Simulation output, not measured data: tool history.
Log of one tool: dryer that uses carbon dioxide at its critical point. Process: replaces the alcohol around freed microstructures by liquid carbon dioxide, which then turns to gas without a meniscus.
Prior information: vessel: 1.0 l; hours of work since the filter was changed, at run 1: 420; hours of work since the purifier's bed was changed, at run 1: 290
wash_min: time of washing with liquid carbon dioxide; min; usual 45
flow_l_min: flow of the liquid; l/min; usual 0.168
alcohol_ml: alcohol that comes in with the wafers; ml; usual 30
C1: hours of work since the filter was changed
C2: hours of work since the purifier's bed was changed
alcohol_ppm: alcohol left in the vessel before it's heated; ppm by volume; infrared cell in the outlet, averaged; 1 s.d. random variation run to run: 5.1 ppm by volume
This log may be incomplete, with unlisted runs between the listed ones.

{"run": 1, "hour": 0.0, "wash_min": 45, "flow_l_min": 0.168, "alcohol_ml": 30, "C1": 420, "C2": 290, "alcohol_ppm": 179}
{"run": 2, "hour": 27.3, "wash_min": 45, "flow_l_min": 0.168, "alcohol_ml": 30, "C1": 430, "C2": 301, "alcohol_ppm": 208}
{"run": 3, "hour": 49.6, "wash_min": 45, "flow_l_min": 0.168, "alcohol_ml": 30, "C1": 439, "C2": 309, "alcohol_ppm": 189}
{"run": 4, "hour": 64.1, "wash_min": 47, "flow_l_min": 0.168, "alcohol_ml": 30, "C1": 444, "C2": 315, "alcohol_ppm": 175}
{"run": 5, "hour": 75.5, "wash_min": 44, "flow_l_min": 0.168, "alcohol_ml": 30, "C1": 449, "C2": 319, "alcohol_ppm": 214}
{"run": 6, "hour": 96.9, "wash_min": 44, "flow_l_min": 0.168, "alcohol_ml": 30, "C1": 457, "C2": 327, "alcohol_ppm": 210}
{"run": 7, "hour": 111.9, "wash_min": 45, "flow_l_min": 0.168, "alcohol_ml": 30, "C1": 463, "C2": 333, "alcohol_ppm": 211}
{"run": 8, "hour": 131.4, "wash_min": 45, "flow_l_min": 0.168, "alcohol_ml": 30, "C1": 470, "C2": 340, "alcohol_ppm": 221}
{"run": 9, "hour": 159.1, "wash_min": 45, "flow_l_min": 0.168, "alcohol_ml": 30, "C1": 481, "C2": 351, "alcohol_ppm": 222}
{"run": 10, "hour": 180.3, "wash_min": 45, "flow_l_min": 0.168, "alcohol_ml": 30, "C1": 489, "C2": 359, "alcohol_ppm": 223}
{"run": 11, "hour": 192.8, "wash_min": 45, "flow_l_min": 0.168, "alcohol_ml": 30, "C1": 493, "C2": 364, "alcohol_ppm": 219}
{"run": 12, "hour": 213.6, "wash_min": 45, "flow_l_min": 0.168, "alcohol_ml": 30, "C1": 501, "C2": 372, "alcohol_ppm": 217}
{"run": 13, "hour": 236.8, "wash_min": 45, "flow_l_min": 0.168, "alcohol_ml": 30, "C1": 510, "C2": 380, "alcohol_ppm": 227}
{"run": 14, "hour": 254.5, "wash_min": 45, "flow_l_min": 0.168, "alcohol_ml": 65, "C1": 517, "C2": 387, "alcohol_ppm": 345}
{"run": 15, "hour": 279.9, "wash_min": 45, "flow_l_min": 0.168, "alcohol_ml": 43, "C1": 527, "C2": 397, "alcohol_ppm": 272}
{"run": 16, "hour": 294.8, "wash_min": 45, "flow_l_min": 0.168, "alcohol_ml": 43, "C1": 532, "C2": 403, "alcohol_ppm": 281}
{"run": 17, "hour": 321.4, "wash_min": 45, "flow_l_min": 0.168, "alcohol_ml": 43, "C1": 543, "C2": 413, "alcohol_ppm": 280}
{"run": 18, "hour": 340.5, "wash_min": 45, "flow_l_min": 0.168, "alcohol_ml": 43, "C1": 550, "C2": 420, "alcohol_ppm": 288}
{"run": 19, "hour": 362.7, "wash_min": 45, "flow_l_min": 0.168, "alcohol_ml": 43, "C1": 558, "C2": 428, "alcohol_ppm": 275}
{"run": 20, "hour": 378.1, "wash_min": 43, "flow_l_min": 0.168, "alcohol_ml": 43, "C1": 564, "C2": 434, "alcohol_ppm": 342}
{"hour": 387.3, "done": "inlet filter changed"}
{"run": 21, "hour": 392.5, "wash_min": 43, "flow_l_min": 0.168, "alcohol_ml": 43, "C1": 2, "C2": 439, "alcohol_ppm": 279}
{"run": 22, "hour": 416.7, "wash_min": 45, "flow_l_min": 0.168, "alcohol_ml": 30, "C1": 11, "C2": 449, "alcohol_ppm": 203}
{"run": 23, "hour": 441.6, "wash_min": 45, "flow_l_min": 0.168, "alcohol_ml": 30, "C1": 21, "C2": 458, "alcohol_ppm": 206}
{"run": 24, "hour": 456.7, "wash_min": 45, "flow_l_min": 0.168, "alcohol_ml": 23, "C1": 27, "C2": 464, "alcohol_ppm": 200}
{"run": 25, "hour": 482.8, "wash_min": 45, "flow_l_min": 0.168, "alcohol_ml": 23, "C1": 36, "C2": 474, "alcohol_ppm": 199}
{"run": 26, "hour": 503.2, "wash_min": 42, "flow_l_min": 0.168, "alcohol_ml": 39, "C1": 44, "C2": 482, "alcohol_ppm": 284}
{"run": 27, "hour": 521.4, "wash_min": 51, "flow_l_min": 0.218, "alcohol_ml": 52, "C1": 51, "C2": 489, "alcohol_ppm": 157}
{"run": 28, "hour": 542.4, "wash_min": 40, "flow_l_min": 0.111, "alcohol_ml": 23, "C1": 59, "C2": 497, "alcohol_ppm": 826}
{"run": 29, "hour": 568.8, "wash_min": 40, "flow_l_min": 0.111, "alcohol_ml": 23, "C1": 69, "C2": 507, "alcohol_ppm": 836}
{"run": 30, "hour": 582.9, "wash_min": 40, "flow_l_min": 0.111, "alcohol_ml": 23, "C1": 75, "C2": 512, "alcohol_ppm": 825}
{"run": 31, "hour": 602.3, "wash_min": 33, "flow_l_min": 0.183, "alcohol_ml": 21, "C1": 82, "C2": 519, "alcohol_ppm": 327}
{"run": 32, "hour": 627.1, "wash_min": 45, "flow_l_min": 0.157, "alcohol_ml": 30, "C1": 91, "C2": 529, "alcohol_ppm": 276}
{"run": 33, "hour": 645.2, "wash_min": 38, "flow_l_min": 0.168, "alcohol_ml": 84, "C1": 98, "C2": 536, "alcohol_ppm": 728}
{"run": 34, "hour": 665.1, "wash_min": 38, "flow_l_min": 0.168, "alcohol_ml": 84, "C1": 106, "C2": 543, "alcohol_ppm": 717}
{"run": 35, "hour": 690.5, "wash_min": 45, "flow_l_min": 0.246, "alcohol_ml": 54, "C1": 116, "C2": 553, "alcohol_ppm": 185}
{"run": 36, "hour": 716.7, "wash_min": 45, "flow_l_min": 0.155, "alcohol_ml": 76, "C1": 126, "C2": 563, "alcohol_ppm": 480}
{"run": 37, "hour": 743.4, "wash_min": 36, "flow_l_min": 0.168, "alcohol_ml": 27, "C1": 136, "C2": 573, "alcohol_ppm": 410}
{"run": 38, "hour": 755.3, "wash_min": 36, "flow_l_min": 0.168, "alcohol_ml": 26, "C1": 140, "C2": 578, "alcohol_ppm": 383}
{"run": 39, "hour": 771.9, "wash_min": 37, "flow_l_min": 0.168, "alcohol_ml": 88, "C1": 147, "C2": 584, "alcohol_ppm": 870}
{"run": 40, "hour": 785.9, "wash_min": 45, "flow_l_min": 0.168, "alcohol_ml": 87, "C1": 152, "C2": 590, "alcohol_ppm": 421}
{"run": 41, "hour": 799.9, "wash_min": 45, "flow_l_min": 0.168, "alcohol_ml": 87, "C1": 157, "C2": 595, "alcohol_ppm": 413}
{"run": 42, "hour": 813.4, "wash_min": 48, "flow_l_min": 0.18, "alcohol_ml": 23, "C1": 163, "C2": 600, "alcohol_ppm": 214}
{"run": 43, "hour": 826.7, "wash_min": 45, "flow_l_min": 0.238, "alcohol_ml": 30, "C1": 168, "C2": 605, "alcohol_ppm": 196}
{"run": 44, "hour": 837.8, "wash_min": 45, "flow_l_min": 0.274, "alcohol_ml": 33, "C1": 172, "C2": 609, "alcohol_ppm": 185}
{"run": 45, "hour": 864.1, "wash_min": 45, "flow_l_min": 0.274, "alcohol_ml": 33, "C1": 182, "C2": 619, "alcohol_ppm": 185}
{"run": 46, "hour": 883.7, "wash_min": 43, "flow_l_min": 0.178, "alcohol_ml": 30, "C1": 189, "C2": 627, "alcohol_ppm": 262}
{"run": 47, "hour": 896.8, "wash_min": 51, "flow_l_min": 0.223, "alcohol_ml": 73, "C1": 194, "C2": 632, "alcohol_ppm": 196}

Predict each of these 4 candidate next runs independently; none follows another, all start after run 47:
{"run": "A", "hour": 915.2, "wash_min": 43, "flow_l_min": 0.271, "alcohol_ml": 43, "C1": 201, "C2": 639, "alcohol_ppm": "?"}
{"run": "B", "hour": 915.2, "wash_min": 51, "flow_l_min": 0.256, "alcohol_ml": 47, "C1": 201, "C2": 639, "alcohol_ppm": "?"}
{"run": "C", "hour": 915.2, "wash_min": 70, "flow_l_min": 0.152, "alcohol_ml": 104, "C1": 201, "C2": 639, "alcohol_ppm": "?"}
{"run": "D", "hour": 915.2, "wash_min": 45, "flow_l_min": 0.223, "alcohol_ml": 73, "C1": 201, "C2": 639, "alcohol_ppm": "?"}

run=A alcohol_ppm=207
run=B alcohol_ppm=181
run=C alcohol_ppm=226
run=D alcohol_ppm=217
Stripped of hidden state, with their random variation kept, the same runs would have yielded:
run=A alcohol_ppm=21
run=B alcohol_ppm=0
run=C alcohol_ppm=36
run=D alcohol_ppm=31
